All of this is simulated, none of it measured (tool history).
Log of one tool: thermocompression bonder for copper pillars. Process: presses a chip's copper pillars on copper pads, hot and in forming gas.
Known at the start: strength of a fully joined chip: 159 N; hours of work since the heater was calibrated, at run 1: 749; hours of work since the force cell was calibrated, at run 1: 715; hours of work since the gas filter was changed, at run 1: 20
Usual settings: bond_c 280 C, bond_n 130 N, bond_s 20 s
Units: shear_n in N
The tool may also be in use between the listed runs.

run,hour,bond_c,bond_n,bond_s,hours of work since the heater was calibrated,hours of work since the force cell was calibrated,hours of work since the gas filter was changed,shear_n
1,0,280,130,20,749,715,20,75.5
2,61.9,280,130,20,781,746,51,75.3
3,88.7,280,130,20,794,759,65,75.3
4,147.3,280,130,20,824,789,94,75.5
# hour 182.9: heater calibrated with a thermocouple chip
5,194.1,280,130,20,6,811,117,75.1
6,221.4,280,130,20,19,825,130,75.3
7,259.9,280,130,20,39,845,150,74.9
8,295.6,280,130,20,57,863,168,74.8
9,336.9,280,142,20,78,883,189,78.2
10,394.2,280,142,20,106,912,217,78.2
11,433.4,280,142,20,126,932,237,78.1
12,491.5,280,191,20,155,961,266,88.4
13,546.3,280,191,20,183,989,294,88.4
14,597.8,303,130,20,209,1015,320,89
15,636.6,289,130,20,228,1034,340,80.1
16,666.5,289,130,20,243,1049,355,80.3
17,707.5,280,130,20,264,1070,375,74.5
# hour 749.6: forming gas filter changed
18,760.2,280,130,20,290,1096,5,74.4
19,810.9,280,130,20,316,1122,31,74.3
20,858.2,260,131,20,340,1146,55,62.3
21,896.2,286,126,48,359,1165,74,101.5
22,931.4,286,126,48,377,1182,92,101.4
23,987.2,276,135,11,405,1211,120,58.3
24,1034.3,280,81,14,428,1234,143,51.1
25,1061.9,306,81,14,442,1248,157,64.2
26,1109.4,280,79,10,466,1272,181,43.7
27,1164,280,79,10,494,1300,209,43.8
28,1202.9,278,162,31,513,1319,228,92.6
29,1231.1,278,162,31,527,1333,242,92.7
30,1264,308,101,34,544,1350,259,96.7
31,1290.6,280,132,20,557,1363,272,74.3
32,1338.8,281,139,20,582,1388,297,77.1
# hour 1375.4: gauge calibrated
33,1380.2,271,87,52,603,1408,318,81.2

The next listed run, before its measurement:
34,1422.5,271,87,52,624,1430,339,?

{"run 34": {"shear_n": 80.9}}
Without the tool's hidden state the same run would have given shear_n 81 N.
